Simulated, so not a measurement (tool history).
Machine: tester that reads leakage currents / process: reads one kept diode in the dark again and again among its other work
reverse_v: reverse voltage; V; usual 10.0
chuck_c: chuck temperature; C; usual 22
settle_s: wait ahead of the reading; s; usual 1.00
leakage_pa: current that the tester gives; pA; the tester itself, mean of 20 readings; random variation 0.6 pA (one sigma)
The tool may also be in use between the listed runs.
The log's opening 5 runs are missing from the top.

Run 6, hour 450.2: usual settings. Result: leakage_pa 228.52 pA.
Run 7, hour 592.0: usual settings. Result: leakage_pa 233.32 pA.
At hour 651.3: chuck's temperature calibrated.
Run 8, hour 737.7: usual settings but chuck_c 35 C. Result: leakage_pa 683.03 pA.
Run 9, hour 809.4: usual settings but chuck_c 35 C. Result: leakage_pa 684.88 pA.
Run 10, hour 884.2: usual settings. Result: leakage_pa 210.74 pA.
Run 11, hour 948.1: usual settings. Result: leakage_pa 209.92 pA.
Run 12, hour 1019.0: usual settings. Result: leakage_pa 213.54 pA.
Run 13, hour 1119.8: usual settings. Result: leakage_pa 214.72 pA.
Run 14, hour 1265.6: usual settings. Result: leakage_pa 218.83 pA.
Run 15, hour 1361.4: usual settings. Result: leakage_pa 220.12 pA.
Run 16, hour 1472.3: usual settings. Result: leakage_pa 223.23 pA.
Run 17, hour 1573.5: usual settings but reverse_v 17.9 V, chuck_c 50 C, settle_s 1.06 s. Result: leakage_pa 3428.34 pA.
Run 18, hour 1701.2: usual settings but reverse_v 17.9 V, chuck_c 50 C, settle_s 1.06 s. Result: leakage_pa 3467.88 pA.
Run 19, hour 1804.0: usual settings but reverse_v 4.3 V, chuck_c 46 C, settle_s 7.82 s. Result: leakage_pa 1241.23 pA.
Run 20, hour 1916.3: usual settings but reverse_v 1.1 V, chuck_c 55 C, settle_s 7.82 s. Result: leakage_pa 1327.39 pA.
Run 21, hour 2041.8: usual settings but reverse_v 1.1 V, chuck_c 55 C, settle_s 7.82 s. Result: leakage_pa 1342.99 pA.
Run 22, hour 2136.5: usual settings but reverse_v 16.0 V, chuck_c 48 C, settle_s 3.48 s. Result: leakage_pa 2841.59 pA.
Run 23, hour 2199.5: usual settings but reverse_v 3.5 V, chuck_c 60 C, settle_s 0.77 s. Result: leakage_pa 3526.27 pA.
Run 24, hour 2274.8: usual settings but reverse_v 13.1 V, settle_s 6.53 s. Result: leakage_pa 274.59 pA.
At hour 2329.3: probe card cleaned and baked.
Run 25, hour 2371.7: usual settings but chuck_c 36 C, settle_s 4.13 s. Result: leakage_pa 803.85 pA.
Run 26, hour 2504.2: usual settings but chuck_c 36 C, settle_s 4.13 s. Result: leakage_pa 810.75 pA.
Run 27, hour 2578.1: usual settings but chuck_c 36 C, settle_s 4.13 s. Result: leakage_pa 819.50 pA.
Run 28, hour 2697.2: usual settings but chuck_c 35 C. Result: leakage_pa 759.10 pA.
Run 29, hour 2826.0: usual settings but reverse_v 13.9 V. Result: leakage_pa 274.28 pA.
Run 30, hour 2918.9: usual settings but reverse_v 13.9 V. Result: leakage_pa 279.09 pA.

Consider 5 possible next runs. They are alternatives, not a sequence: every one starts from the tool as it was left by run 30. What does each give?
Run A, hour 3051.3: usual settings but reverse_v 1.8 V. Result: leakage_pa ?.
Run B, hour 3051.3: usual settings but settle_s 5.60 s. Result: leakage_pa ?.
Run C, hour 3051.3: usual settings but chuck_c 58 C. Result: leakage_pa ?.
Run D, hour 3051.3: usual settings but reverse_v 6.9 V, settle_s 0.83 s. Result: leakage_pa ?.
Run E, hour 3051.3: usual settings but reverse_v 17.4 V. Result: leakage_pa ?.

run  leakage_pa
  A      100.51
  B      234.99
  C     5217.09
  D      196.71
  E      316.30
With no hidden state in the tool, these same runs would have given:
run  leakage_pa
  A       86.49
  B      198.07
  C     4666.19
  D      167.08
  E      264.43
